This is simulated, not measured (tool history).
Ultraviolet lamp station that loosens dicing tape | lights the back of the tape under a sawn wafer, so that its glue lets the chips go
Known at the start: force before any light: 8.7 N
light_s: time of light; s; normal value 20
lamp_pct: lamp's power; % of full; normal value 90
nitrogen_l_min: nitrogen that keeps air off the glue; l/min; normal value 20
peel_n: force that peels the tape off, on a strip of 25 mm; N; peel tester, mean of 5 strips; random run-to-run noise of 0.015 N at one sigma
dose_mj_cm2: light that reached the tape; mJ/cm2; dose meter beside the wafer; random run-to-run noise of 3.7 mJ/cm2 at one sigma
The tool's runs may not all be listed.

{"run": 1, "hour": 0.0, "light_s": 20, "lamp_pct": 90, "nitrogen_l_min": 20, "peel_n": 1.294, "dose_mj_cm2": 449}
{"run": 2, "hour": 22.6, "light_s": 20, "lamp_pct": 90, "nitrogen_l_min": 20, "peel_n": 1.311, "dose_mj_cm2": 444}
{"run": 3, "hour": 38.1, "light_s": 20, "lamp_pct": 90, "nitrogen_l_min": 20, "peel_n": 1.355, "dose_mj_cm2": 438}
{"run": 4, "hour": 67.2, "light_s": 20, "lamp_pct": 76, "nitrogen_l_min": 20, "peel_n": 1.773, "dose_mj_cm2": 365}
{"run": 5, "hour": 79.8, "light_s": 20, "lamp_pct": 76, "nitrogen_l_min": 20, "peel_n": 1.782, "dose_mj_cm2": 361}
{"run": 6, "hour": 95.9, "light_s": 20, "lamp_pct": 76, "nitrogen_l_min": 20, "peel_n": 1.833, "dose_mj_cm2": 355}
{"run": 7, "hour": 107.9, "light_s": 20, "lamp_pct": 76, "nitrogen_l_min": 7, "peel_n": 2.653, "dose_mj_cm2": 353}
{"run": 8, "hour": 121.0, "light_s": 36, "lamp_pct": 96, "nitrogen_l_min": 8, "peel_n": 0.657, "dose_mj_cm2": 802}
{"run": 9, "hour": 140.1, "light_s": 36, "lamp_pct": 96, "nitrogen_l_min": 8, "peel_n": 0.683, "dose_mj_cm2": 787}
{"run": 10, "hour": 166.1, "light_s": 36, "lamp_pct": 67, "nitrogen_l_min": 8, "peel_n": 1.425, "dose_mj_cm2": 539}
{"run": 11, "hour": 192.1, "light_s": 33, "lamp_pct": 67, "nitrogen_l_min": 20, "peel_n": 1.071, "dose_mj_cm2": 491}
{"run": 12, "hour": 213.7, "light_s": 32, "lamp_pct": 67, "nitrogen_l_min": 16, "peel_n": 1.296, "dose_mj_cm2": 472}
{"run": 13, "hour": 237.7, "light_s": 21, "lamp_pct": 89, "nitrogen_l_min": 20, "peel_n": 1.534, "dose_mj_cm2": 398}
{"run": 14, "hour": 255.7, "light_s": 18, "lamp_pct": 87, "nitrogen_l_min": 24, "peel_n": 1.932, "dose_mj_cm2": 330}

Here are 5 independent what-if runs from the current tool condition. What would each one return?
{"run": "A", "hour": 273.9, "light_s": 10, "lamp_pct": 68, "nitrogen_l_min": 30, "peel_n": "?", "dose_mj_cm2": "?"}
{"run": "B", "hour": 273.9, "light_s": 12, "lamp_pct": 73, "nitrogen_l_min": 18, "peel_n": "?", "dose_mj_cm2": "?"}
{"run": "C", "hour": 273.9, "light_s": 18, "lamp_pct": 76, "nitrogen_l_min": 12, "peel_n": "?", "dose_mj_cm2": "?"}
{"run": "D", "hour": 273.9, "light_s": 18, "lamp_pct": 87, "nitrogen_l_min": 19, "peel_n": "?", "dose_mj_cm2": "?"}
{"run": "E", "hour": 273.9, "light_s": 32, "lamp_pct": 87, "nitrogen_l_min": 24, "peel_n": "?", "dose_mj_cm2": "?"}

run=A peel_n=4.528 dose_mj_cm2=139
run=B peel_n=3.96 dose_mj_cm2=183
run=C peel_n=2.975 dose_mj_cm2=286
run=D peel_n=2.174 dose_mj_cm2=327
run=E peel_n=0.68 dose_mj_cm2=578
What these runs would have given with no unlogged condition in the tool:
run=A peel_n=2.969 dose_mj_cm2=229
run=B peel_n=2.444 dose_mj_cm2=298
run=C peel_n=1.54 dose_mj_cm2=465
run=D peel_n=0.952 dose_mj_cm2=533
run=E peel_n=0.233 dose_mj_cm2=942
